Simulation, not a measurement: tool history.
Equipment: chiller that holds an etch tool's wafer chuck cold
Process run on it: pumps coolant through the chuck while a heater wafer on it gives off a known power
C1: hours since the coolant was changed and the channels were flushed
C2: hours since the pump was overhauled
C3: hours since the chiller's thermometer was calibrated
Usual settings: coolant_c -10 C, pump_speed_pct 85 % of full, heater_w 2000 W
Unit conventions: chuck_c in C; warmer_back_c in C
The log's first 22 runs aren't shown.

Run 23, day 82.117: usual settings but coolant_c -3 C, heater_w 2061 W; C1 4748; C2 5315; C3 1185. Result: chuck_c 20.1 C, warmer_back_c 8.58 C.
Run 24, day 84.262: usual settings but coolant_c -3 C, heater_w 2061 W; C1 4800; C2 5366; C3 1236. Result: chuck_c 20.1 C, warmer_back_c 8.73 C.
Run 25, day 89.142: usual settings but coolant_c -3 C, heater_w 2061 W; C1 4917; C2 5483; C3 1354. Result: chuck_c 20.4 C, warmer_back_c 8.66 C.
Run 26, day 93.683: usual settings but coolant_c -13 C, pump_speed_pct 69 % of full, heater_w 2228 W; C1 5026; C2 5592; C3 1463. Result: chuck_c 15.8 C, warmer_back_c 11.55 C.
Run 27, day 95.800: usual settings but coolant_c -2 C, pump_speed_pct 67 % of full, heater_w 1943 W; C1 5077; C2 5643; C3 1513. Result: chuck_c 23.7 C, warmer_back_c 10.36 C.
Run 28, day 100.712: usual settings but heater_w 1456 W; C1 5195; C2 5761; C3 1631. Result: chuck_c 6.6 C, warmer_back_c 6.20 C.
Run 29, day 105.617: usual settings but pump_speed_pct 72 % of full, heater_w 1450 W; C1 5312; C2 5879; C3 1749. Result: chuck_c 8.5 C, warmer_back_c 7.27 C.
Run 30, day 110.046: usual settings but coolant_c -2 C, pump_speed_pct 83 % of full, heater_w 1152 W; C1 5419; C2 5985; C3 1855. Result: chuck_c 11.5 C, warmer_back_c 5.02 C.
Run 31, day 112.633: usual settings but coolant_c -11 C, pump_speed_pct 81 % of full, heater_w 2963 W; C1 5481; C2 6047; C3 1917. Result: chuck_c 24.1 C, warmer_back_c 13.11 C.
Run 32, day 114.971: usual settings but coolant_c -11 C, pump_speed_pct 81 % of full, heater_w 2963 W; C1 5537; C2 6103; C3 1973. Result: chuck_c 24.3 C, warmer_back_c 13.34 C.

Each row is a separate what-if for the run after 32, all from the same tool condition, not one after another. Results?
Run A, day 119.346: usual settings but coolant_c -7 C, heater_w 1588 W; C1 5642; C2 6208; C3 2078. Result: chuck_c ?, warmer_back_c ?.
Run B, day 119.346: usual settings but coolant_c -16 C, pump_speed_pct 97 % of full, heater_w 1659 W; C1 5642; C2 6208; C3 2078. Result: chuck_c ?, warmer_back_c ?.
Run C, day 119.346: usual settings but coolant_c -12 C, pump_speed_pct 96 % of full, heater_w 2847 W; C1 5642; C2 6208; C3 2078. Result: chuck_c ?, warmer_back_c ?.
Run D, day 119.346: usual settings but coolant_c -18 C, pump_speed_pct 78 % of full, heater_w 1565 W; C1 5642; C2 6208; C3 2078. Result: chuck_c ?, warmer_back_c ?.

run  chuck_c  warmer_back_c
  A     11.5           6.81
  B      1.7           6.25
  C     18.5          10.78
  D      1.2           7.24
Without the tool's unlogged condition, the same runs would have read:
run  chuck_c  warmer_back_c
  A      8.4           6.21
  B     -1.3           5.70
  C     13.4           9.83
  D     -2.0           6.60
